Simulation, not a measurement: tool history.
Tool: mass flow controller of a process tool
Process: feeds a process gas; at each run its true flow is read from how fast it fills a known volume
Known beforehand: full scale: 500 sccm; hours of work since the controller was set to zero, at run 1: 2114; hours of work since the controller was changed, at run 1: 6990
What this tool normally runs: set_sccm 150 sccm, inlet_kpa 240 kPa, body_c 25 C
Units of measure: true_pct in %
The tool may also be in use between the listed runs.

run    hour  set_sccm  inlet_kpa  body_c  hours of work since the controller was set to zero  hours of work since the controller was changed  true_pct
  1     0.0       150        240      25                                                2114                                            6990     99.34
  2   138.6       150        269      25                                                2225                                            7100     99.23
  3   338.0       150        269      25                                                2384                                            7259     99.20
  4   474.3        71        269      25                                                2493                                            7368     99.20
  5   687.9        71        269      25                                                2663                                            7538     99.25
  6   804.8       150        240      25                                                2756                                            7631     99.23
  7   994.4       150        240      33                                                2907                                            7783     98.72
  8  1209.4       150        240      33                                                3078                                            7954     98.59
  9  1310.8       150        240      33                                                3159                                            8035     98.63
 10  1529.9       150        240      33                                                3334                                            8209     98.71
 11  1659.0       150        240      25                                                3437                                            8312     99.33
 12  1849.9       150        240      25                                                3589                                            8464     99.14
 13  2061.5       150        240      25                                                3758                                            8633     99.29
 14  2183.7       150        240      22                                                3855                                            8731     99.57
 15  2337.7       150        240      22                                                3978                                            8853     99.66
 16  2435.0       150        240      22                                                4055                                            8931     99.48
 17  2583.4       150        254      35                                                4174                                            9049     98.54
 18  2789.7       150        254      35                                                4338                                            9214     98.54
 19  2883.2        74        196      40                                                4413                                            9288     98.19
 20  3071.8        91        191      28                                                4563                                            9439     99.15
 21  3228.9       150        175      32                                                4688                                            9564     98.81
     3289.9  -- controller's zero set anew
 22  3436.8       203        264      35                                                 117                                            9729     98.58
 23  3546.6       255        271      25                                                 205                                            9817     99.41
 24  3727.4       255        271      25                                                 349                                            9961     99.31
 25  3913.0       113        220      25                                                 497                                           10109     99.32
 26  4124.4       113        220      25                                                 665                                           10277     99.15
 27  4298.4       150        191      22                                                 804                                           10416     99.66
 28  4480.4       150        191      22                                                 949                                           10561     99.63
 29  4649.5       150        191      22                                                1084                                           10696     99.67

4 ways to go on from here, each from the tool as it stands after run 29. What would each give?
  A  4793.2       150        171      22                                                1198                                           10810         ?
  B  4793.2       227        177      25                                                1198                                           10810         ?
  C  4793.2       150        210      25                                                1198                                           10810         ?
  D  4793.2       115        240      25                                                1198                                           10810         ?

run  true_pct
  A     99.90
  B     99.60
  C     99.37
  D     99.26
Without the tool's hidden state the same runs would have given:
run  true_pct
  A     99.95
  B     99.65
  C     99.42
  D     99.31
